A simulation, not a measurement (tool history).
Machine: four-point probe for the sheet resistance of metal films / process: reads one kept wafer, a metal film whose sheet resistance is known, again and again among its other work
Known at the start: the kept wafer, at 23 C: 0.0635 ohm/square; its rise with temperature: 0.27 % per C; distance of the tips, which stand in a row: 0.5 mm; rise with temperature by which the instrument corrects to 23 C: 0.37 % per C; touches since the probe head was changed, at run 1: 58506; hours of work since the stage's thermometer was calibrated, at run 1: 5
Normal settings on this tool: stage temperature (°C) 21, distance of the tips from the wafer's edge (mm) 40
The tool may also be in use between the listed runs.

run   hour  stage temperature (°C)  distance of the tips from the wafer's edge (mm)  touches since the probe head was changed  hours of work since the stage's thermometer was calibrated  sheet resistance as the instrument gives it (ohm/square)
  1    0.0                      21                                               40                                     58506                                                           5                                                  0.063567
  2   49.1                      21                                               40                                     60211                                                          42                                                  0.063556
  3  107.1                      21                                               40                                     62221                                                          85                                                  0.063532
  4  152.2                      21                                               40                                     63787                                                         119                                                  0.063566
  5  179.5                      21                                               40                                     64732                                                         139                                                  0.063565
  6  223.9                      21                                               41                                     66274                                                         172                                                  0.063550
  7  256.1                      21                                               41                                     67391                                                         196                                                  0.063537
  8  306.8                      21                                               41                                     69151                                                         234                                                  0.063566
  9  348.8                      21                                               41                                     70608                                                         265                                                  0.063565
     353.0  -- stage's thermometer calibrated
 10  399.2                      21                                               41                                     72337                                                          34                                                  0.063558
 11  452.7                      33                                               22                                     74195                                                          74                                                  0.062809
     472.8  -- stage's thermometer calibrated, once more
 12  481.7                      22                                               10                                     75185                                                           7                                                  0.063633
 13  521.8                      31                                               50                                     76575                                                          36                                                  0.062965

3 ways to go on from here, each from the tool as it stands after run 13. What would each give?
  A  553.2                      31                                                7                                     77665                                                          60                                                         ?
  B  553.2                      23                                               17                                     77665                                                          60                                                         ?
  C  553.2                      29                                               15                                     77665                                                          60                                                         ?

run  sheet resistance as the instrument gives it (ohm/square)
  A                                                  0.063123
  B                                                  0.063508
  C                                                  0.063070
With the hidden condition removed and each run's random variation left untouched, the same runs would have given:
run  sheet resistance as the instrument gives it (ohm/square)
  A                                                  0.063164
  B                                                  0.063549
  C                                                  0.063110
